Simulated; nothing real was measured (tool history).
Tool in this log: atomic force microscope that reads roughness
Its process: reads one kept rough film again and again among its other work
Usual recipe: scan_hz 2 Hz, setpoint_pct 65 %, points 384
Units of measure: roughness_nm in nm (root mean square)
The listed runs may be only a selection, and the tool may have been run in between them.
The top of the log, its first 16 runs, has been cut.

run,hour,scan_hz,setpoint_pct,points,roughness_nm
# hour 877.7: new tip fitted
17,886.7,2,79,384,2.77
18,929.3,2,65,384,2.897
19,985.2,2,65,384,2.826
# hour 1043: new tip fitted
20,1043,2,65,384,2.962
21,1115,2.55,65,384,2.778
22,1193.8,2.55,65,384,2.677
# hour 1214.4: new tip fitted
23,1236.3,2.55,65,384,2.89
24,1278.8,2.55,86,384,2.437
25,1361.6,2.55,86,384,2.334
# hour 1383: new tip fitted
26,1434.2,2,63,277,2.924
27,1498.7,2,63,277,2.832
# hour 1549: new tip fitted
28,1568.8,0.62,65,384,3.123
29,1609.8,0.62,65,384,3.063
30,1690.4,0.72,60,359,2.921
# hour 1714: new tip fitted
31,1736.7,0.74,58,963,3.124
32,1820.2,1.87,72,963,2.767
# hour 1882.3: new tip fitted
33,1905,1.38,73,428,2.944
34,1942.8,1.38,58,736,3.061
35,2006.2,1.38,58,736,2.952
# hour 2047.5: new tip fitted
36,2069.9,2,65,681,2.983
37,2138.1,3.93,65,384,2.708

Run 38 is up next; what results do you expect?
38,2175.2,3.93,65,384,?

roughness_nm: 2.669 nm (root mean square)
With no hidden state in the tool, this same run would have given roughness_nm 2.81 nm (root mean square).
